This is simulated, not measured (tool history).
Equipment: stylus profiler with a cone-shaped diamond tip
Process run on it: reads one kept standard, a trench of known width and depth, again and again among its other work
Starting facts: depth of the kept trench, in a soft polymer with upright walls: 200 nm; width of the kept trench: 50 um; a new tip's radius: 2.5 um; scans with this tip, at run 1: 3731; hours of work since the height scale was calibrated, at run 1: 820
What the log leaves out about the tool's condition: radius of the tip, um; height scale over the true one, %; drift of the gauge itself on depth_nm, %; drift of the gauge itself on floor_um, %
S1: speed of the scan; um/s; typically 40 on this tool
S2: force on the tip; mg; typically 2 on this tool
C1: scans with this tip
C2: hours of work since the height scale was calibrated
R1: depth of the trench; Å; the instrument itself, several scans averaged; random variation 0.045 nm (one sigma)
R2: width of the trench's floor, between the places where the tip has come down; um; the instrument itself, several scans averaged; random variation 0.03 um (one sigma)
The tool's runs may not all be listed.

run 1 hour=0 | S1=40 S2=2 | C1=3731 C2=820 | R1=2032.5 R2=47.47
run 2 hour=83.8 | S1=40 S2=2 | C1=3885 C2=854 | R1=2032 R2=47.52
run 3 hour=152.8 | S1=40 S2=2 | C1=4012 C2=882 | R1=2032 R2=47.49
run 4 hour=218.1 | S1=10 S2=2 | C1=4132 C2=908 | R1=2032.2 R2=47.58
run 5 hour=337.5 | S1=40 S2=1.06 | C1=4352 C2=957 | R1=2022.8 R2=47.41
run 6 hour=445.7 | S1=16 S2=2 | C1=4551 C2=1000 | R1=2032.5 R2=47.59
run 7 hour=563.6 | S1=40 S2=2 | C1=4768 C2=1048 | R1=2032 R2=47.44
run 8 hour=664.7 | S1=40 S2=2 | C1=4954 C2=1089 | R1=2033.3 R2=47.41
run 9 hour=721.3 | S1=40 S2=2 | C1=5059 C2=1112 | R1=2033.3 R2=47.42
run 10 hour=813 | S1=40 S2=2 | C1=5227 C2=1149 | R1=2033.2 R2=47.39
run 11 hour=902.3 | S1=40 S2=2 | C1=5392 C2=1185 | R1=2032.8 R2=47.34
run 12 hour=993.3 | S1=40 S2=0.78 | C1=5559 C2=1222 | R1=2019.3 R2=47.26
run 13 hour=1054.1 | S1=40 S2=0.78 | C1=5671 C2=1247 | R1=2019.4 R2=47.2
-- hour=1113.3 height scale calibrated on a step standard
run 14 hour=1113.3 | S1=40 S2=2 | C1=5779 C2=0 | R1=2034.5 R2=47.33
run 15 hour=1180.9 | S1=40 S2=2 | C1=5904 C2=27 | R1=2035.2 R2=47.33
run 16 hour=1267.9 | S1=31 S2=5.93 | C1=6064 C2=63 | R1=2066.3 R2=47.43
run 17 hour=1369.6 | S1=31 S2=1.83 | C1=6251 C2=104 | R1=2034 R2=47.31
-- hour=1414.8 height scale calibrated on a step standard, once more
run 18 hour=1425 | S1=31 S2=1.83 | C1=6352 C2=4 | R1=2026.1 R2=47.31
run 19 hour=1502.2 | S1=53 S2=4.8 | C1=6494 C2=35 | R1=2051.9 R2=47.26
run 20 hour=1569.3 | S1=53 S2=4.8 | C1=6618 C2=63 | R1=2052.4 R2=47.29
run 21 hour=1690.1 | S1=20 S2=2 | C1=6840 C2=111 | R1=2029 R2=47.3
run 22 hour=1793.8 | S1=20 S2=2 | C1=7031 C2=153 | R1=2029.4 R2=47.31
run 23 hour=1888.3 | S1=42 S2=1.77 | C1=7205 C2=192 | R1=2026.7 R2=47.17
run 24 hour=2003.1 | S1=47 S2=2 | C1=7416 C2=238 | R1=2028.6 R2=47.2
run 25 hour=2072.2 | S1=12 S2=4.87 | C1=7544 C2=266 | R1=2053.4 R2=47.41
run 26 hour=2147.1 | S1=13 S2=2.4 | C1=7682 C2=296 | R1=2032.8 R2=47.36
run 27 hour=2271.4 | S1=12 S2=0.9 | C1=7911 C2=347 | R1=2016.9 R2=47.26
run 28 hour=2332.3 | S1=28 S2=5 | C1=8023 C2=371 | R1=2054.7 R2=47.25
run 29 hour=2464.4 | S1=28 S2=5 | C1=8266 C2=425 | R1=2053.7 R2=47.21

What if the next run were any one of these 3? Each begins from the tool's condition after run 29:
run A hour=2566.2 | S1=37 S2=2.14 | C1=8453 C2=466 | R1=? R2=?
run B hour=2566.2 | S1=40 S2=3.31 | C1=8453 C2=466 | R1=? R2=?
run C hour=2566.2 | S1=92 S2=1.22 | C1=8453 C2=466 | R1=? R2=?

run=A R1=2031.3 R2=47.12
run=B R1=2041.1 R2=47.13
run=C R1=2020.7 R2=46.65
With the hidden condition removed and each run's random variation left untouched, the same runs would have given:
run=A R1=2030.7 R2=47.84
run=B R1=2040.5 R2=47.85
run=C R1=2020.1 R2=47.37

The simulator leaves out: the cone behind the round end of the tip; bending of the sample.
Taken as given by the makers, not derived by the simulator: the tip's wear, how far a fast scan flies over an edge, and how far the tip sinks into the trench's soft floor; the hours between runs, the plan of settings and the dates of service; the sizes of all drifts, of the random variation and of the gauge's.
